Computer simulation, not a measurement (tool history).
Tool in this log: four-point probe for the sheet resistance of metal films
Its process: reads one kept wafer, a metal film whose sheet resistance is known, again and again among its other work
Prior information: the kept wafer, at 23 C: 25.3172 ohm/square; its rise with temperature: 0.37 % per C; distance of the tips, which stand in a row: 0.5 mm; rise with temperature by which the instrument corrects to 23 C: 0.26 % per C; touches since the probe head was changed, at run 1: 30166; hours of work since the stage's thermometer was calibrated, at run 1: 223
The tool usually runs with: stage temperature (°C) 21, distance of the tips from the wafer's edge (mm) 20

run,hour,stage temperature (°C),distance of the tips from the wafer's edge (mm),touches since the probe head was changed,hours of work since the stage's thermometer was calibrated,sheet resistance as the instrument gives it (ohm/square)
1,0,21,20,30166,223,25.134994
2,23.1,34,20,30563,234,25.483348
3,52.9,21,20,31073,248,25.120007
4,81.8,30,20,31567,261,25.381187
5,118.6,21,54,32198,278,25.109861
6,146.3,21,46,32673,290,25.12215
7,165.1,21,46,32995,299,25.108475
8,203.4,21,46,33651,316,25.10078
9,231.9,21,15,34139,329,25.117282
10,269,21,15,34774,346,25.121602
11,291,21,73,35152,356,25.090542
12,324.6,21,73,35727,372,25.105943
13,349.7,23,73,36157,383,25.144637
14,369.5,23,73,36495,392,25.148181
15,403.4,23,73,37077,408,25.161897
16,422.6,21,36,37406,416,25.08973
17,448.8,21,36,37855,428,25.089405
18,479.9,21,36,38387,442,25.085189
19,504.9,21,3,38816,454,25.449379
20,544.6,21,3,39495,472,25.452082
21,568.8,21,5,39910,483,25.215134
22,595.6,21,12,40369,495,25.102581
23,620.6,21,12,40798,507,25.093797
24,653.3,28,17,41357,522,25.272111
25,676.4,28,17,41754,532,25.273431
26,705.9,21,5,42259,546,25.200463
27,726.2,21,5,42606,555,25.197287
28,745.3,33,5,42935,564,25.531574
29,769.4,29,21,43347,575,25.298791
30,809.3,26,10,44030,593,25.232021
31,828.5,21,53,44359,602,25.058545
32,855.1,25,21,44814,614,25.184111
33,894.3,25,21,45487,632,25.178481
34,917.3,25,21,45881,642,25.180939
35,955.9,30,21,46542,660,25.308281
36,991.5,26,65,47151,676,25.194545
37,1010.6,20,53,47479,685,25.016778
38,1029,33,34,47794,693,25.377799
39,1064.9,33,34,48409,709,25.378929
40,1102.1,33,15,49047,726,25.380248
41,1142.8,22,65,49743,745,25.068389
42,1180.9,22,65,50396,762,25.053732
43,1213.3,32,12,50952,777,25.357809
44,1240.2,21,12,51413,789,25.054253
45,1260.9,25,24,51766,799,25.147872

Branching from run 45: 4 alternative next runs. What would each branch give?
A,1291.5,34,11,52291,813,?
B,1291.5,34,24,52291,813,?
C,1291.5,33,7,52291,813,?
D,1291.5,21,12,52291,813,?

run,sheet resistance as the instrument gives it (ohm/square)
A,25.407197
B,25.391315
C,25.430553
D,25.055602
Stripped of hidden state, with their random variation kept, the same runs would have yielded:
run,sheet resistance as the instrument gives it (ohm/square)
A,25.643233
B,25.627218
C,25.666808
D,25.288783

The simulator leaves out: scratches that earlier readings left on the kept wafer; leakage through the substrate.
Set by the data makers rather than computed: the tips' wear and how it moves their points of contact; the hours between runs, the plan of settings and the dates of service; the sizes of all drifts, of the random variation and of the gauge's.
